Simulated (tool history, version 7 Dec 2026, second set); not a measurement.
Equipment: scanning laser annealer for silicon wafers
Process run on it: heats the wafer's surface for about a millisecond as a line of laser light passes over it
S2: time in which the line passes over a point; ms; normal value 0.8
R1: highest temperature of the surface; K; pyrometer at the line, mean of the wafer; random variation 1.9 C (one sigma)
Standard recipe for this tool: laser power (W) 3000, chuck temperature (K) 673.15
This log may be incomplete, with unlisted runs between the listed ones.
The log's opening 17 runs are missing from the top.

run 18 hour=344.2 | laser_power_(W)=3000 S2=0.8 chuck_temperature_(K)=673.15 | R1=1367.15
run 19 hour=359.7 | laser_power_(W)=2973 S2=0.8 chuck_temperature_(K)=679.15 | R1=1367.15
run 20 hour=380.8 | laser_power_(W)=2973 S2=0.8 chuck_temperature_(K)=679.15 | R1=1367.15
run 21 hour=407 | laser_power_(W)=2957 S2=0.694 chuck_temperature_(K)=690.15 | R1=1328.15
run 22 hour=429.7 | laser_power_(W)=2957 S2=0.57 chuck_temperature_(K)=690.15 | R1=1271.15
run 23 hour=450.6 | laser_power_(W)=3165 S2=0.745 chuck_temperature_(K)=694.15 | R1=1407.15
run 24 hour=471.5 | laser_power_(W)=3053 S2=0.789 chuck_temperature_(K)=649.15 | R1=1351.15
run 25 hour=492.5 | laser_power_(W)=3053 S2=0.789 chuck_temperature_(K)=649.15 | R1=1351.15
run 26 hour=513.1 | laser_power_(W)=2741 S2=0.728 chuck_temperature_(K)=635.15 | R1=1232.15
run 27 hour=534.7 | laser_power_(W)=3000 S2=0.877 chuck_temperature_(K)=673.15 | R1=1396.15
run 28 hour=553 | laser_power_(W)=3000 S2=0.877 chuck_temperature_(K)=673.15 | R1=1401.15
run 29 hour=576.1 | laser_power_(W)=2876 S2=0.8 chuck_temperature_(K)=673.15 | R1=1333.15
run 30 hour=595 | laser_power_(W)=3192 S2=0.714 chuck_temperature_(K)=673.15 | R1=1380.15
run 31 hour=609.1 | laser_power_(W)=2636 S2=0.8 chuck_temperature_(K)=648.15 | R1=1241.15
run 32 hour=625.2 | laser_power_(W)=2953 S2=0.788 chuck_temperature_(K)=702.15 | R1=1373.15
run 33 hour=645.8 | laser_power_(W)=3000 S2=0.8 chuck_temperature_(K)=667.15 | R1=1360.15

Predict each of these 3 candidate next runs independently; none follows another, all start after run 33:
run A hour=670.1 | laser_power_(W)=3000 S2=0.582 chuck_temperature_(K)=667.15 | R1=?
run B hour=670.1 | laser_power_(W)=3074 S2=0.773 chuck_temperature_(K)=708.15 | R1=?
run C hour=670.1 | laser_power_(W)=3000 S2=0.625 chuck_temperature_(K)=673.15 | R1=?

run=A R1=1260.15
run=B R1=1407.15
run=C R1=1289.15
With no hidden state in the tool, these same runs would have given:
run=A R1=1274.15
run=B R1=1423.15
run=C R1=1303.15
